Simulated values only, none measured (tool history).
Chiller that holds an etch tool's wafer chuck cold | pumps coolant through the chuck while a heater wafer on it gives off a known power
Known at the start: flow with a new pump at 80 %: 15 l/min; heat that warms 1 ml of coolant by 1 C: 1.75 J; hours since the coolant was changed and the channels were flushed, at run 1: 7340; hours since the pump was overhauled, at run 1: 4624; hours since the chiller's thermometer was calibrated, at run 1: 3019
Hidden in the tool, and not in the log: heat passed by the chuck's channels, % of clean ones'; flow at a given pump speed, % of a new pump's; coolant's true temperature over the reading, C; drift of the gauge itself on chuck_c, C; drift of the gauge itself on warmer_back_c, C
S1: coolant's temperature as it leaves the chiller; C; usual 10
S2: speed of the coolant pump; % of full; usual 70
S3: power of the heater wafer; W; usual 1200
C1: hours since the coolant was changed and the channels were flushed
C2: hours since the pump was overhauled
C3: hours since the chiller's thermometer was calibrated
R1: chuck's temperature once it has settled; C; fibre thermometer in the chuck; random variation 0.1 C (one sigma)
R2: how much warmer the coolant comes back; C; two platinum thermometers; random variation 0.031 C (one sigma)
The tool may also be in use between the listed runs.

run 1 hour=0.0 | S1=10 S2=70 S3=1200 | C1=7340 C2=4624 C3=3019 | R1=18.3 R2=3.13
run 2 hour=131.9 | S1=10 S2=70 S3=1200 | C1=7472 C2=4755 C3=3151 | R1=18.1 R2=3.11
run 3 hour=235.1 | S1=10 S2=70 S3=1200 | C1=7575 C2=4859 C3=3254 | R1=18.3 R2=3.17
run 4 hour=351.2 | S1=10 S2=70 S3=1200 | C1=7692 C2=4975 C3=3370 | R1=18.2 R2=3.13
-- hour=418.8 chiller's thermometer calibrated
run 5 hour=493.6 | S1=10 S2=70 S3=835 | C1=7833 C2=5116 C3=75 | R1=15.8 R2=2.17
run 6 hour=584.8 | S1=10 S2=66 S3=835 | C1=7924 C2=5207 C3=166 | R1=16.0 R2=2.30
run 7 hour=651.3 | S1=13 S2=70 S3=1200 | C1=7991 C2=5274 C3=233 | R1=21.3 R2=3.14
run 8 hour=754.4 | S1=10 S2=70 S3=1200 | C1=8094 C2=5377 C3=336 | R1=18.4 R2=3.15
run 9 hour=847.4 | S1=10 S2=70 S3=1200 | C1=8187 C2=5470 C3=429 | R1=18.3 R2=3.17
run 10 hour=945.7 | S1=10 S2=70 S3=1200 | C1=8285 C2=5568 C3=527 | R1=18.4 R2=3.21
run 11 hour=1077.1 | S1=10 S2=80 S3=1200 | C1=8416 C2=5700 C3=658 | R1=17.6 R2=2.76
run 12 hour=1174.5 | S1=10 S2=80 S3=1200 | C1=8514 C2=5797 C3=756 | R1=17.4 R2=2.71
run 13 hour=1293.0 | S1=10 S2=80 S3=1200 | C1=8632 C2=5915 C3=874 | R1=17.4 R2=2.71
run 14 hour=1430.5 | S1=10 S2=89 S3=849 | C1=8770 C2=6053 C3=1012 | R1=14.8 R2=1.74
run 15 hour=1525.5 | S1=7 S2=89 S3=1457 | C1=8865 C2=6148 C3=1107 | R1=15.0 R2=2.96
run 16 hour=1614.9 | S1=14 S2=98 S3=684 | C1=8954 C2=6237 C3=1196 | R1=17.5 R2=1.23
run 17 hour=1707.7 | S1=19 S2=61 S3=830 | C1=9047 C2=6330 C3=1289 | R1=25.6 R2=2.59

4 ways to go on from here, each from the tool as it stands after run 17. What would each give?
run A hour=1850.1 | S1=1 S2=70 S3=650 | C1=9189 C2=6473 C3=1431 | R1=? R2=?
run B hour=1850.1 | S1=19 S2=70 S3=754 | C1=9189 C2=6473 C3=1431 | R1=? R2=?
run C hour=1850.1 | S1=19 S2=61 S3=1710 | C1=9189 C2=6473 C3=1431 | R1=? R2=?
run D hour=1850.1 | S1=20 S2=62 S3=1371 | C1=9189 C2=6473 C3=1431 | R1=? R2=?

run=A R1=5.5 R2=1.71
run=B R1=24.1 R2=1.92
run=C R1=32.3 R2=5.20
run=D R1=30.4 R2=4.07
Without the tool's hidden state the same runs would have given:
run=A R1=5.5 R2=1.71
run=B R1=24.1 R2=1.92
run=C R1=32.3 R2=5.19
run=D R1=30.4 R2=4.07
